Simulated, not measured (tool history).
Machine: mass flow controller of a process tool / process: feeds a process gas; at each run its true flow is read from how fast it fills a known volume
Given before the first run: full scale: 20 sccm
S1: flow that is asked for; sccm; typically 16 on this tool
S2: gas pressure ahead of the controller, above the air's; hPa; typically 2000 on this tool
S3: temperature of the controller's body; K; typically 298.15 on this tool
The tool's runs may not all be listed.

{"run": 1, "hour": 0.0, "S1": 16, "S2": 2000, "S3": 298.15, "true flow (%)": 99.57}
{"run": 2, "hour": 269.0, "S1": 16, "S2": 2000, "S3": 298.15, "true flow (%)": 99.29}
{"run": 3, "hour": 457.2, "S1": 16, "S2": 2000, "S3": 298.15, "true flow (%)": 99.22}
{"run": 4, "hour": 571.8, "S1": 16, "S2": 2000, "S3": 298.15, "true flow (%)": 99.09}
{"run": 5, "hour": 702.3, "S1": 16, "S2": 2000, "S3": 298.15, "true flow (%)": 99.06}
{"run": 6, "hour": 948.6, "S1": 16, "S2": 2000, "S3": 298.15, "true flow (%)": 98.87}
{"run": 7, "hour": 1092.6, "S1": 16, "S2": 2000, "S3": 298.15, "true flow (%)": 98.63}
{"run": 8, "hour": 1263.1, "S1": 16, "S2": 2000, "S3": 298.15, "true flow (%)": 98.5}
{"run": 9, "hour": 1459.9, "S1": 16, "S2": 2000, "S3": 298.15, "true flow (%)": 98.47}
{"run": 10, "hour": 1677.4, "S1": 16, "S2": 2000, "S3": 298.15, "true flow (%)": 98.27}
{"run": 11, "hour": 1908.6, "S1": 16, "S2": 2000, "S3": 298.15, "true flow (%)": 97.92}
{"run": 12, "hour": 2177.0, "S1": 16, "S2": 2000, "S3": 298.15, "true flow (%)": 97.89}
{"run": 13, "hour": 2349.1, "S1": 16, "S2": 2000, "S3": 298.15, "true flow (%)": 97.71}
{"run": 14, "hour": 2490.1, "S1": 16, "S2": 2000, "S3": 298.15, "true flow (%)": 97.55}
{"run": 15, "hour": 2760.0, "S1": 16, "S2": 2000, "S3": 298.15, "true flow (%)": 97.49}
{"hour": 2812.0, "done": "gauge calibrated"}
{"run": 16, "hour": 2956.0, "S1": 16, "S2": 1590, "S3": 298.15, "true flow (%)": 99.24}
{"run": 17, "hour": 3199.0, "S1": 16, "S2": 1590, "S3": 298.15, "true flow (%)": 98.99}
{"run": 18, "hour": 3476.2, "S1": 16, "S2": 2590, "S3": 298.15, "true flow (%)": 99.55}
{"run": 19, "hour": 3689.7, "S1": 16, "S2": 2590, "S3": 298.15, "true flow (%)": 99.17}
{"run": 20, "hour": 3838.7, "S1": 9, "S2": 1550, "S3": 313.15, "true flow (%)": 98.84}
{"run": 21, "hour": 4089.3, "S1": 10, "S2": 1500, "S3": 300.15, "true flow (%)": 97.75}
{"run": 22, "hour": 4223.2, "S1": 16, "S2": 1990, "S3": 293.15, "true flow (%)": 98.07}
{"run": 23, "hour": 4432.7, "S1": 16, "S2": 1990, "S3": 293.15, "true flow (%)": 97.82}
{"run": 24, "hour": 4622.1, "S1": 16, "S2": 1990, "S3": 293.15, "true flow (%)": 97.79}
{"run": 25, "hour": 4839.7, "S1": 2, "S2": 2000, "S3": 298.15, "true flow (%)": 96.43}
{"run": 26, "hour": 5000.2, "S1": 9, "S2": 2280, "S3": 300.15, "true flow (%)": 97.33}
{"run": 27, "hour": 5253.4, "S1": 9, "S2": 2280, "S3": 300.15, "true flow (%)": 97.17}
{"run": 28, "hour": 5487.0, "S1": 7, "S2": 2300, "S3": 300.15, "true flow (%)": 96.93}
{"run": 29, "hour": 5730.5, "S1": 7, "S2": 2780, "S3": 307.15, "true flow (%)": 97.65}
{"run": 30, "hour": 5952.6, "S1": 7, "S2": 2780, "S3": 307.15, "true flow (%)": 97.27}
{"run": 31, "hour": 6186.9, "S1": 13, "S2": 1720, "S3": 295.15, "true flow (%)": 96.17}
{"run": 32, "hour": 6450.4, "S1": 8, "S2": 2090, "S3": 312.15, "true flow (%)": 96.96}
{"run": 33, "hour": 6650.0, "S1": 11, "S2": 1520, "S3": 305.15, "true flow (%)": 96.15}
{"run": 34, "hour": 6793.2, "S1": 11, "S2": 1520, "S3": 308.15, "true flow (%)": 96.3}
{"run": 35, "hour": 7065.2, "S1": 11, "S2": 1630, "S3": 297.15, "true flow (%)": 95.29}
{"run": 36, "hour": 7305.7, "S1": 19, "S2": 2320, "S3": 311.15, "true flow (%)": 97.51}
{"run": 37, "hour": 7486.6, "S1": 19, "S2": 2320, "S3": 311.15, "true flow (%)": 97.54}

Here are 4 independent what-if runs from the current tool condition. What would each one return?
{"hour": 7617.1, "done": "gauge calibrated"}
{"run": "A", "hour": 7661.4, "S1": 19, "S2": 2320, "S3": 295.15, "true flow (%)": "?"}
{"hour": 7617.1, "done": "gauge calibrated"}
{"run": "B", "hour": 7661.4, "S1": 5, "S2": 2700, "S3": 311.15, "true flow (%)": "?"}
{"hour": 7617.1, "done": "gauge calibrated"}
{"run": "C", "hour": 7661.4, "S1": 5, "S2": 2320, "S3": 311.15, "true flow (%)": "?"}
{"hour": 7617.1, "done": "gauge calibrated"}
{"run": "D", "hour": 7661.4, "S1": 6, "S2": 2000, "S3": 298.15, "true flow (%)": "?"}

run=A true_flow_(%)=99.82
run=B true_flow_(%)=99.77
run=C true_flow_(%)=99.42
run=D true_flow_(%)=98.46
With the hidden condition removed and each run's random variation left untouched, the same runs would have given:
run=A true_flow_(%)=99.86
run=B true_flow_(%)=99.82
run=C true_flow_(%)=99.47
run=D true_flow_(%)=98.51
